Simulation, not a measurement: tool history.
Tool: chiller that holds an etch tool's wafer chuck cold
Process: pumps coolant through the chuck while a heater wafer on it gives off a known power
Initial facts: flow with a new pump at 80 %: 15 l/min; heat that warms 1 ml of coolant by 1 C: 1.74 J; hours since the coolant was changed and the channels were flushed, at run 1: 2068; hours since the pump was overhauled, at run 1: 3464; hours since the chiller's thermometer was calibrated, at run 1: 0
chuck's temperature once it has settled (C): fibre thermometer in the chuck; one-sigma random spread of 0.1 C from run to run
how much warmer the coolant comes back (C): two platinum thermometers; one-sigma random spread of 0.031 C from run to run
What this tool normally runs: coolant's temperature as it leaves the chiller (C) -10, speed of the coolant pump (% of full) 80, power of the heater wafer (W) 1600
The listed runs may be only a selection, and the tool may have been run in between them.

run    hour  coolant's temperature as it leaves the chiller (C)  speed of the coolant pump (% of full)  power of the heater wafer (W)  hours since the coolant was changed and the channels were flushed  hours since the pump was overhauled  hours since the chiller's thermometer was calibrated  chuck's temperature once it has settled (C)  how much warmer the coolant comes back (C)
  1     0.0                                                 -10                                     80                           1600                                                               2068                                 3464                                                     0                                          3.0                                        3.87
  2    89.1                                                 -10                                     80                           1600                                                               2157                                 3553                                                    89                                          3.0                                        3.81
  3   197.9                                                 -10                                     80                           1600                                                               2266                                 3662                                                   198                                          3.1                                        3.96
  4   299.9                                                  -7                                     80                           1600                                                               2368                                 3764                                                   300                                          6.2                                        3.90
  5   414.6                                                  -7                                     80                           1021                                                               2483                                 3879                                                   415                                          1.5                                        2.48
  6   470.9                                                  -7                                     80                           1021                                                               2539                                 3935                                                   471                                          1.5                                        2.52
  7   545.0                                                 -10                                     80                           1600                                                               2613                                 4009                                                   545                                          3.3                                        3.92
  8   630.4                                                 -10                                     80                           1474                                                               2699                                 4094                                                   630                                          2.2                                        3.61
  9   721.0                                                 -10                                     80                           1474                                                               2789                                 4185                                                   721                                          2.6                                        3.55
 10   797.7                                                 -10                                     80                           1474                                                               2866                                 4262                                                   798                                          2.3                                        3.63
 11   868.3                                                 -10                                     80                            997                                                               2937                                 4332                                                   868                                         -1.6                                        2.51
 12   949.1                                                 -10                                     80                            997                                                               3017                                 4413                                                   949                                         -1.5                                        2.47
 13  1030.8                                                 -20                                     80                           1600                                                               3099                                 4495                                                  1031                                         -6.4                                        3.94
 14  1101.6                                                 -20                                     80                           1600                                                               3170                                 4566                                                  1102                                         -6.5                                        3.91
 15  1155.7                                                 -19                                     82                           1600                                                               3224                                 4620                                                  1156                                         -5.6                                        3.92
     1162.8  -- chiller's thermometer calibrated
 16  1249.6                                                 -15                                     65                           1215                                                               3317                                 4713                                                    87                                         -3.0                                        3.78
 17  1340.3                                                  -1                                     69                            862                                                               3408                                 4803                                                   177                                          7.2                                        2.55
 18  1454.4                                                 -10                                     81                           2028                                                               3522                                 4917                                                   292                                          7.3                                        4.91
 19  1553.6                                                  -5                                     81                           2028                                                               3621                                 5017                                                   391                                         12.3                                        5.00
     1615.8  -- chiller's thermometer calibrated, once more
 20  1621.8                                                  -5                                     81                           2028                                                               3688                                 5084                                                     6                                         12.2                                        4.99
 21  1734.2                                                 -19                                     81                           1861                                                               3801                                 5196                                                   118                                         -3.1                                        4.55
 22  1831.0                                                 -10                                     62                           1600                                                               3897                                 5293                                                   215                                          6.3                                        5.22
 23  1923.5                                                 -10                                     62                           1600                                                               3990                                 5385                                                   308                                          6.4                                        5.24
 24  1975.5                                                  -6                                     71                           1005                                                               4042                                 5437                                                   360                                          3.6                                        2.85
 25  2079.9                                                 -10                                     74                           1600                                                               4146                                 5542                                                   464                                          4.6                                        4.31

Alternative continuations, all from the tool just after run 25; predict every row:
  A  2156.9                                                  -5                                     95                            848                                                               4223                                 5619                                                   541                                            ?                                           ?
  B  2156.9                                                  -6                                     87                           1199                                                               4223                                 5619                                                   541                                            ?                                           ?
  C  2156.9                                                 -14                                     80                           1600                                                               4223                                 5619                                                   541                                            ?                                           ?
  D  2156.9                                                 -19                                     74                           1600                                                               4223                                 5619                                                   541                                            ?                                           ?

run  chuck's temperature once it has settled (C)  how much warmer the coolant comes back (C)
  A                                          1.7                                        1.79
  B                                          4.0                                        2.76
  C                                          0.0                                        4.02
  D                                         -4.1                                        4.34
What these runs would have given with no unlogged condition in the tool:
run  chuck's temperature once it has settled (C)  how much warmer the coolant comes back (C)
  A                                          0.6                                        1.65
  B                                          2.4                                        2.54
  C                                         -2.1                                        3.70
  D                                         -6.3                                        4.00

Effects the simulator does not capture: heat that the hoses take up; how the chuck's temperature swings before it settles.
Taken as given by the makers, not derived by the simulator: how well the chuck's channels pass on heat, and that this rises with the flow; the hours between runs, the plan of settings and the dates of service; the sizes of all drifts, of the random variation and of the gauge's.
